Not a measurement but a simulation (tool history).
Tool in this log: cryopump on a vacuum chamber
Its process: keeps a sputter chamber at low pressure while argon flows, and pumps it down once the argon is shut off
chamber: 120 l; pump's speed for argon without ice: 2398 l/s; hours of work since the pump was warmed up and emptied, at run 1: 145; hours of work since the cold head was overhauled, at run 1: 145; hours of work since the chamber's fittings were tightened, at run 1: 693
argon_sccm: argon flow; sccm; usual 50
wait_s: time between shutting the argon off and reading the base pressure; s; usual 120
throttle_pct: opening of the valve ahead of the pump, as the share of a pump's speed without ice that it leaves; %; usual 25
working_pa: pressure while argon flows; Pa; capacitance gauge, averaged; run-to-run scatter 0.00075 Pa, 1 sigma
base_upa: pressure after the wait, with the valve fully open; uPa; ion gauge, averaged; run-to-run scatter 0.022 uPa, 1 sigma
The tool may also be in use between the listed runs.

| run | hour | argon_sccm | wait_s | throttle_pct | hours of work since the pump was warmed up and emptied | hours of work since the cold head was overhauled | hours of work since the chamber's fittings were tightened | working_pa | base_upa |
|---|---|---|---|---|---|---|---|---|---|
| 1 | 0.0 | 50 | 120 | 25 | 145 | 145 | 693 | 0.1447 | 1.22 |
| 2 | 31.9 | 50 | 120 | 25 | 162 | 162 | 710 | 0.1451 | 1.26 |
| 3 | 53.6 | 50 | 120 | 25 | 173 | 173 | 721 | 0.1450 | 1.29 |
| 4 | 82.2 | 50 | 120 | 25 | 188 | 188 | 736 | 0.1455 | 1.27 |
| 5 | 108.2 | 69 | 120 | 25 | 202 | 202 | 750 | 0.2022 | 1.30 |
| 6 | 132.2 | 93 | 120 | 25 | 215 | 215 | 763 | 0.2713 | 1.26 |
| 7 | 158.6 | 93 | 120 | 25 | 229 | 229 | 777 | 0.2731 | 1.38 |
| 8 | 184.6 | 93 | 120 | 25 | 242 | 242 | 790 | 0.2714 | 1.34 |
| 9 | 217.3 | 93 | 120 | 25 | 260 | 260 | 808 | 0.2739 | 1.33 |
| 10 | 247.0 | 50 | 120 | 25 | 275 | 275 | 823 | 0.1484 | 1.46 |
| 11 | 274.1 | 50 | 120 | 25 | 290 | 290 | 838 | 0.1483 | 1.39 |
| 12 | 295.5 | 50 | 120 | 25 | 301 | 301 | 849 | 0.1497 | 1.45 |
| 13 | 321.5 | 50 | 120 | 25 | 315 | 315 | 863 | 0.1488 | 1.47 |
| 14 | 340.8 | 50 | 120 | 25 | 325 | 325 | 873 | 0.1481 | 1.49 |
| 15 | 356.6 | 50 | 120 | 25 | 333 | 333 | 881 | 0.1489 | 1.48 |
| 16 | 371.1 | 50 | 120 | 25 | 341 | 341 | 889 | 0.1484 | 1.55 |
| 17 | 401.8 | 50 | 117 | 25 | 357 | 357 | 905 | 0.1488 | 1.57 |
| 18 | 425.2 | 50 | 117 | 25 | 370 | 370 | 918 | 0.1482 | 1.60 |
| 19 | 444.0 | 29 | 213 | 18 | 380 | 380 | 927 | 0.1184 | 1.34 |
| 20 | 463.4 | 37 | 54 | 45 | 390 | 390 | 938 | 0.0649 | 2.20 |
| 21 | 490.1 | 37 | 54 | 45 | 404 | 404 | 952 | 0.0659 | 2.19 |
| 22 | 523.0 | 24 | 177 | 55 | 421 | 421 | 969 | 0.0357 | 1.49 |
| 23 | 549.5 | 50 | 110 | 49 | 435 | 435 | 983 | 0.0816 | 1.73 |
| 24 | 577.9 | 50 | 120 | 24 | 450 | 450 | 998 | 0.1587 | 1.67 |
| 25 | 597.1 | 32 | 207 | 23 | 460 | 460 | 1008 | 0.1052 | 1.60 |
| 26 | 630.7 | 88 | 259 | 25 | 478 | 478 | 1026 | 0.2683 | 1.49 |
| 27 | 664.1 | 88 | 259 | 25 | 496 | 496 | 1044 | 0.2704 | 1.54 |
| 28 | 679.5 | 88 | 259 | 25 | 504 | 504 | 1052 | 0.2700 | 1.59 |
| 29 | 694.7 | 88 | 259 | 25 | 512 | 512 | 1060 | 0.2698 | 1.56 |
| 30 | 725.9 | 21 | 39 | 25 | 529 | 529 | 1077 | 0.0651 | 2.82 |
| 31 | 744.3 | 67 | 120 | 39 | 538 | 538 | 1086 | 0.1398 | 1.88 |
| 32 | 775.3 | 50 | 158 | 25 | 555 | 555 | 1103 | 0.1558 | 1.81 |
| 33 | 795.0 | 50 | 28 | 37 | 565 | 565 | 1113 | 0.1099 | 3.40 |
| 34 | 827.2 | 50 | 28 | 37 | 582 | 582 | 1130 | 0.1120 | 3.51 |

Forecast each of these 4 alternatives for the next run:
|  | 861.4 | pump warmed up, emptied and cooled again |
| A | 863.2 | 45 | 120 | 25 | 1 | 598 | 1146 | ? | ? |
|  | 861.4 | pump warmed up, emptied and cooled again |
| B | 863.2 | 74 | 120 | 25 | 1 | 598 | 1146 | ? | ? |
|  | 861.4 | pump warmed up, emptied and cooled again |
| C | 863.2 | 50 | 28 | 16 | 1 | 598 | 1146 | ? | ? |
|  | 861.4 | pump warmed up, emptied and cooled again |
| D | 863.2 | 44 | 80 | 37 | 1 | 598 | 1146 | ? | ? |

| run | working_pa | base_upa |
|---|---|---|
| A | 0.1277 | 1.53 |
| B | 0.2087 | 1.58 |
| C | 0.2236 | 3.12 |
| D | 0.0834 | 1.80 |
With the hidden condition removed and each run's random variation left untouched, the same runs would have given:
| run | working_pa | base_upa |
|---|---|---|
| A | 0.1272 | 0.58 |
| B | 0.2079 | 0.60 |
| C | 0.2230 | 2.15 |
| D | 0.0829 | 0.85 |

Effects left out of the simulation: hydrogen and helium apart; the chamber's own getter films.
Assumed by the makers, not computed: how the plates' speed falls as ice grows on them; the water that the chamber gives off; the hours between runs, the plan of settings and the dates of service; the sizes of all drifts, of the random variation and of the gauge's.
